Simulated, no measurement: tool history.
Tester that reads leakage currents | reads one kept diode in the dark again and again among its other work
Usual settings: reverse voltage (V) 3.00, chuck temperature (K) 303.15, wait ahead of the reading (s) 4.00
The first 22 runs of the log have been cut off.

run    hour  reverse voltage (V)  chuck temperature (K)  wait ahead of the reading (s)  current that the tester gives (pA)
 23  1240.9                17.11                 294.15                           1.77                              221.29
 24  1280.5                 1.20                 303.15                           0.36                              101.61
 25  1339.2                 2.99                 296.15                           2.21                               94.39
 26  1419.1                12.31                 318.15                           0.48                             1374.56
 27  1461.1                12.31                 318.15                           0.48                             1372.78
 28  1496.3                 3.00                 305.15                           0.53                              208.49
 29  1547.0                 3.00                 305.15                           0.53                              209.81
 30  1583.3                13.23                 294.15                           3.61                              194.68
 31  1639.5                13.29                 331.15                           2.18                             3814.04
 32  1712.3                 2.02                 298.15                           3.62                               90.95
 33  1788.8                 2.02                 298.15                           3.62                               91.76
 34  1867.3                 2.70                 296.15                           7.71                               91.46
 35  1921.3                 7.62                 299.15                           7.71                              221.78
 36  2003.2                 3.00                 323.15                           4.00                              892.49
 37  2081.8                 3.00                 323.15                           4.00                              892.28
 38  2131.5                 3.00                 323.15                           4.00                              899.79
 39  2179.5                17.53                 321.15                           5.12                             2194.09

Forecast each of these 5 alternatives for the next run:
  A  2260.1                 3.00                 303.15                           0.71                                   ?
  B  2260.1                 4.47                 321.15                           5.12                                   ?
  C  2260.1                 3.00                 295.15                           5.24                                   ?
  D  2260.1                 1.71                 293.15                           5.12                                   ?
  E  2260.1                 3.00                 310.15                           4.00                                   ?

run  current that the tester gives (pA)
  A                              182.51
  B                              984.79
  C                               91.76
  D                               54.45
  E                              324.98
With the hidden condition removed and each run's random variation left untouched, the same runs would have given:
run  current that the tester gives (pA)
  A                              165.11
  B                              905.92
  C                               81.67
  D                               48.46
  E                              296.49
